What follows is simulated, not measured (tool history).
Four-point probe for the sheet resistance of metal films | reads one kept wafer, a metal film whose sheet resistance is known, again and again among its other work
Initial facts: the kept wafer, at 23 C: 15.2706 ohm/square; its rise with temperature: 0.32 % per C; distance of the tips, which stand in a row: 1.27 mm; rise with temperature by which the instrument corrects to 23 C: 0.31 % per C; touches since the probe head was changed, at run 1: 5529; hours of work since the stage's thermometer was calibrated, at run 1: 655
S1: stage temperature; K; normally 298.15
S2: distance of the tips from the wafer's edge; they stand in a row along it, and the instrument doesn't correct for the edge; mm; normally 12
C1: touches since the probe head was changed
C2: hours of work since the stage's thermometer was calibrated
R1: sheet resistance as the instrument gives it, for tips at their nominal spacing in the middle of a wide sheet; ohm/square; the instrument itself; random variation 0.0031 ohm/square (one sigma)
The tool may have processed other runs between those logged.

Run 1, hour 0.0: usual settings; C1 5529; C2 655. Result: R1 15.380673 ohm/square.
Run 2, hour 48.3: usual settings; C1 7605; C2 680. Result: R1 15.369853 ohm/square.
Run 3, hour 90.5: usual settings; C1 9418; C2 702. Result: R1 15.377994 ohm/square.
Run 4, hour 115.9: usual settings; C1 10511; C2 715. Result: R1 15.378593 ohm/square.
Run 5, hour 154.8: usual settings; C1 12183; C2 736. Result: R1 15.375164 ohm/square.
At hour 158.1: stage's thermometer calibrated.
Run 6, hour 198.9: usual settings; C1 14057; C2 21. Result: R1 15.375612 ohm/square.
Run 7, hour 226.4: usual settings; C1 15236; C2 36. Result: R1 15.379821 ohm/square.
At hour 260.4: stage's thermometer calibrated, once more.
Run 8, hour 261.1: usual settings; C1 16705; C2 0. Result: R1 15.389358 ohm/square.
Run 9, hour 287.9: usual settings but S1 291.15 K, S2 19 mm; C1 17859; C2 14. Result: R1 15.326212 ohm/square.
Run 10, hour 323.1: usual settings but S1 291.15 K, S2 19 mm; C1 19369; C2 33. Result: R1 15.321022 ohm/square.
Run 11, hour 346.4: usual settings but S1 296.15 K, S2 19 mm; C1 20371; C2 45. Result: R1 15.330503 ohm/square.
Run 12, hour 376.3: usual settings but S1 299.15 K, S2 5 mm; C1 21656; C2 60. Result: R1 15.821472 ohm/square.
Run 13, hour 408.3: usual settings but S1 299.15 K, S2 5 mm; C1 23033; C2 77. Result: R1 15.822060 ohm/square.
Run 14, hour 450.8: usual settings but S1 308.15 K, S2 18 mm; C1 24860; C2 99. Result: R1 15.368631 ohm/square.
Run 15, hour 492.6: usual settings but S1 308.15 K, S2 18 mm; C1 26655; C2 121. Result: R1 15.371139 ohm/square.

Below are 3 alternative next runs, each starting from the tool's condition after run 15. Predict each:
Run A, hour 512.3: usual settings but S1 295.15 K, S2 4 mm; C1 27501; C2 131. Result: R1 ?.
Run B, hour 512.3: usual settings but S1 297.15 K, S2 39 mm; C1 27501; C2 131. Result: R1 ?.
Run C, hour 512.3: usual settings but S1 297.15 K, S2 56 mm; C1 27501; C2 131. Result: R1 ?.

run         R1
  A  16.085359
  B  15.318826
  C  15.312677
Without the tool's unlogged condition, the same runs would have read:
run         R1
  A  16.046812
  B  15.281968
  C  15.275833
